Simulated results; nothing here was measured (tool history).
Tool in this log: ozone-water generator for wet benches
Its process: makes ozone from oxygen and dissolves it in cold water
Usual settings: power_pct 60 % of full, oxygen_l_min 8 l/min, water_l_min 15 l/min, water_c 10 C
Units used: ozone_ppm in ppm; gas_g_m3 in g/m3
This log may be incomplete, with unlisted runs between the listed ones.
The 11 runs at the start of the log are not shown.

run 12 day=34.183 | power_pct=60 oxygen_l_min=8 water_l_min=15 water_c=10 | ozone_ppm=28.1 gas_g_m3=152.2
-- day=34.404 water thermometer calibrated
run 13 day=38.2 | power_pct=60 oxygen_l_min=8 water_l_min=15 water_c=10 | ozone_ppm=27.7 gas_g_m3=150.4
run 14 day=41.562 | power_pct=60 oxygen_l_min=10.75 water_l_min=15 water_c=10 | ozone_ppm=27.9 gas_g_m3=133.5
run 15 day=45.858 | power_pct=60 oxygen_l_min=11.77 water_l_min=15 water_c=10 | ozone_ppm=27.2 gas_g_m3=127.3
run 16 day=49.154 | power_pct=60 oxygen_l_min=8 water_l_min=15 water_c=10 | ozone_ppm=27.7 gas_g_m3=149.9
-- day=49.917 contactor cleaned
run 17 day=52.754 | power_pct=60 oxygen_l_min=8 water_l_min=15 water_c=10 | ozone_ppm=27.4 gas_g_m3=148.2
run 18 day=56.488 | power_pct=43 oxygen_l_min=8.28 water_l_min=14 water_c=10 | ozone_ppm=24.8 gas_g_m3=126
run 19 day=58.85 | power_pct=72 oxygen_l_min=8.19 water_l_min=17 water_c=10 | ozone_ppm=27.8 gas_g_m3=159.8
-- day=60.121 water thermometer calibrated, once more
run 20 day=62.917 | power_pct=47 oxygen_l_min=13.49 water_l_min=16 water_c=10 | ozone_ppm=24.2 gas_g_m3=107
run 21 day=65.821 | power_pct=94 oxygen_l_min=7.11 water_l_min=10 water_c=10 | ozone_ppm=42.8 gas_g_m3=190.9
run 22 day=69.612 | power_pct=94 oxygen_l_min=7.11 water_l_min=10 water_c=10 | ozone_ppm=42.4 gas_g_m3=190.7
run 23 day=73.05 | power_pct=94 oxygen_l_min=4.84 water_l_min=10 water_c=10 | ozone_ppm=42.1 gas_g_m3=221.2
run 24 day=76.029 | power_pct=46 oxygen_l_min=9.54 water_l_min=19 water_c=5 | ozone_ppm=23.4 gas_g_m3=119.5
run 25 day=78.15 | power_pct=69 oxygen_l_min=6.49 water_l_min=21 water_c=6 | ozone_ppm=24.2 gas_g_m3=166.1
run 26 day=81.917 | power_pct=60 oxygen_l_min=4.54 water_l_min=13 water_c=10 | ozone_ppm=28.4 gas_g_m3=180.3
run 27 day=83.933 | power_pct=47 oxygen_l_min=10.15 water_l_min=9 water_c=5 | ozone_ppm=34.9 gas_g_m3=118.3
run 28 day=86.829 | power_pct=60 oxygen_l_min=4.61 water_l_min=15 water_c=10 | ozone_ppm=26 gas_g_m3=181
run 29 day=88.833 | power_pct=60 oxygen_l_min=4.61 water_l_min=15 water_c=10 | ozone_ppm=25.7 gas_g_m3=180.7
run 30 day=92.771 | power_pct=60 oxygen_l_min=4.61 water_l_min=15 water_c=10 | ozone_ppm=25.7 gas_g_m3=178.8
run 31 day=96.817 | power_pct=60 oxygen_l_min=8 water_l_min=21 water_c=10 | ozone_ppm=21.6 gas_g_m3=143
run 32 day=100.992 | power_pct=81 oxygen_l_min=8 water_l_min=15 water_c=10 | ozone_ppm=30.5 gas_g_m3=163
run 33 day=105.083 | power_pct=60 oxygen_l_min=8 water_l_min=12 water_c=10 | ozone_ppm=30.1 gas_g_m3=140.4

Forecast each of these 3 alternatives for the next run:
run A day=107.021 | power_pct=45 oxygen_l_min=5.88 water_l_min=12 water_c=15 | ozone_ppm=? gas_g_m3=?
run B day=107.021 | power_pct=75 oxygen_l_min=8 water_l_min=12 water_c=10 | ozone_ppm=? gas_g_m3=?
run C day=107.021 | power_pct=64 oxygen_l_min=8 water_l_min=15 water_c=15 | ozone_ppm=? gas_g_m3=?

run=A ozone_ppm=23.9 gas_g_m3=140.2
run=B ozone_ppm=33.2 gas_g_m3=156.1
run=C ozone_ppm=24.7 gas_g_m3=146.3
Stripped of hidden state, with their random variation kept, the same runs would have yielded:
run=A ozone_ppm=27.8 gas_g_m3=160.2
run=B ozone_ppm=40.4 gas_g_m3=186.1
run=C ozone_ppm=29.7 gas_g_m3=172.1
